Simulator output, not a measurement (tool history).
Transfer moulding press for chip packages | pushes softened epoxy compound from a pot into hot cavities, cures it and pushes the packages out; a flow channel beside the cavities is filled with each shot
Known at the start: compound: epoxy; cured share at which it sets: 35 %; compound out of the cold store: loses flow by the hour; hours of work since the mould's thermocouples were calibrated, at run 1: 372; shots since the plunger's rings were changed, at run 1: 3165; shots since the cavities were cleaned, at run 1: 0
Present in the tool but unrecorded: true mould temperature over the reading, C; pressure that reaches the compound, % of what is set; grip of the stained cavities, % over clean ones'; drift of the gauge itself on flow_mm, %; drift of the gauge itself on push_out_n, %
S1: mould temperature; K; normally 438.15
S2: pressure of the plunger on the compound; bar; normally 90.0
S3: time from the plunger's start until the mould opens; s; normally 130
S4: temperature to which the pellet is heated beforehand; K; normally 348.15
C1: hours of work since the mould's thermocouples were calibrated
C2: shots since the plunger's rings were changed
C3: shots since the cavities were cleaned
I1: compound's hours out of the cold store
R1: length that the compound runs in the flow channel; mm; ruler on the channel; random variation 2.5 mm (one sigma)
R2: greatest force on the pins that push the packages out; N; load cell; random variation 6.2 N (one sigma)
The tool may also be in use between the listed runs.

| run | hour | S1 | S2 | S3 | S4 | C1 | C2 | C3 | I1 | R1 | R2 |
|---|---|---|---|---|---|---|---|---|---|---|---|
| 1 | 0.0 | 438.15 | 90.0 | 130 | 348.15 | 372 | 3165 | 0 | 13.4 | 765 | 264 |
| 2 | 27.9 | 438.15 | 90.0 | 130 | 348.15 | 388 | 3394 | 229 | 16.0 | 751 | 308 |
| 3 | 74.4 | 438.15 | 102.2 | 130 | 348.15 | 415 | 3777 | 612 | 41.2 | 706 | 341 |
| 4 | 124.9 | 438.15 | 90.0 | 130 | 348.15 | 444 | 4192 | 1027 | 26.2 | 709 | 393 |
|  | 141.8 | cavities cleaned with cleaning compound and waxed |
| 5 | 172.9 | 438.15 | 90.0 | 114 | 348.15 | 471 | 4574 | 256 | 16.7 | 738 | 413 |
| 6 | 200.7 | 438.15 | 90.0 | 114 | 348.15 | 487 | 4803 | 485 | 43.7 | 654 | 391 |
| 7 | 232.0 | 438.15 | 90.0 | 114 | 348.15 | 505 | 5060 | 742 | 28.2 | 699 | 477 |
|  | 243.3 | plunger's sealing rings changed |
|  | 283.8 | cavities cleaned with cleaning compound and waxed |
| 8 | 284.6 | 438.15 | 90.0 | 114 | 348.15 | 533 | 327 | 7 | 46.5 | 665 | 297 |
| 9 | 313.8 | 438.15 | 90.0 | 130 | 348.15 | 550 | 567 | 247 | 23.4 | 743 | 312 |
| 10 | 349.8 | 438.15 | 90.0 | 130 | 348.15 | 571 | 863 | 543 | 47.8 | 664 | 334 |
|  | 383.4 | mould's thermocouples calibrated |
| 11 | 417.8 | 438.15 | 90.0 | 130 | 348.15 | 20 | 1405 | 1085 | 20.8 | 748 | 385 |
|  | 424.0 | cavities cleaned with cleaning compound and waxed |
| 12 | 449.6 | 438.15 | 90.0 | 130 | 348.15 | 37 | 1655 | 211 | 38.6 | 680 | 299 |
| 13 | 508.7 | 438.15 | 90.0 | 130 | 348.15 | 71 | 2141 | 697 | 48.0 | 651 | 330 |
| 14 | 550.0 | 444.15 | 90.0 | 130 | 348.15 | 95 | 2480 | 1036 | 26.4 | 703 | 308 |
|  | 563.8 | cavities cleaned with cleaning compound and waxed |
| 15 | 592.5 | 438.15 | 90.0 | 130 | 348.15 | 119 | 2817 | 236 | 16.6 | 755 | 317 |
| 16 | 626.3 | 440.15 | 79.6 | 123 | 345.15 | 138 | 3095 | 514 | 25.2 | 676 | 347 |
| 17 | 665.5 | 440.15 | 79.6 | 123 | 345.15 | 161 | 3417 | 836 | 35.6 | 639 | 356 |
|  | 706.9 | cavities cleaned with cleaning compound and waxed |
| 18 | 728.5 | 438.15 | 90.0 | 156 | 348.15 | 197 | 3923 | 178 | 17.3 | 747 | 232 |
| 19 | 782.4 | 443.15 | 91.9 | 130 | 346.15 | 228 | 4366 | 621 | 12.2 | 753 | 290 |
| 20 | 826.6 | 443.15 | 103.6 | 119 | 346.15 | 253 | 4729 | 984 | 31.3 | 724 | 338 |

Expected results for the next run?
|  | 847.1 | cavities cleaned with cleaning compound and waxed |
|  | 882.0 | plunger's sealing rings changed |
| 21 | 895.6 | 443.15 | 103.6 | 119 | 346.15 | 291 | 111 | 378 | 33.0 | ? | ? |

R1: 746 mm
R2: 295 N
Were there no unlogged condition in the tool, this run, its random variation unchanged, would have produced R1 746 mm, R2 222 N.
